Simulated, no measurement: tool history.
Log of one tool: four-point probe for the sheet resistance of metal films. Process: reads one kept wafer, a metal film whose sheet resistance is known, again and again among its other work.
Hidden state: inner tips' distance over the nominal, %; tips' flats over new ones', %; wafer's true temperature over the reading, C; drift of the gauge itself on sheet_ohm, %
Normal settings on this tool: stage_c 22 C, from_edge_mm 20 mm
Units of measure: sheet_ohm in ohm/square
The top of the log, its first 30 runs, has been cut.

run    hour  stage_c  from_edge_mm  touches since the probe head was changed  hours of work since the stage's thermometer was calibrated  sheet_ohm
 31  1241.1       21            39                                     40962                                                          94   0.455518
 32  1293.7       19             4                                     42398                                                         126   0.478343
 33  1335.3       19             4                                     43536                                                         151    0.47818
 34  1373.4       19             4                                     44575                                                         174   0.478015
 35  1412.5       31             3                                     45643                                                         198   0.496803
 36  1466.7       25             7                                     47123                                                         231   0.463954
 37  1491.4       25             7                                     47799                                                         246   0.463834
 38  1519.3       25             7                                     48561                                                         263   0.463602
 39  1545.3       35            17                                     49270                                                         278   0.458639
 40  1594.2       20             6                                     50607                                                         308    0.46546
 41  1620.8       20             6                                     51334                                                         324   0.465332
 42  1658.2       20             6                                     52356                                                         347   0.465553
 43  1691.6       20            32                                     53268                                                         367    0.45511
 44  1741.8       28             3                                     54639                                                         397   0.495843
 45  1770.7       27            11                                     55430                                                         415   0.458985
 46  1810.8       27             4                                     56523                                                         439   0.479076

Predict each of these 3 candidate next runs independently; none follows another, all start after run 46:
  A  1838.9       31             6                                     57292                                                         456          ?
  B  1838.9       32             4                                     57292                                                         456          ?
  C  1838.9       29            20                                     57292                                                         456          ?

run  sheet_ohm
  A   0.467031
  B   0.479857
  C   0.457036
The same runs, with their run-to-run variation unchanged, on a tool lacking any hidden condition would have given:
run  sheet_ohm
  A   0.471367
  B   0.484301
  C   0.461287
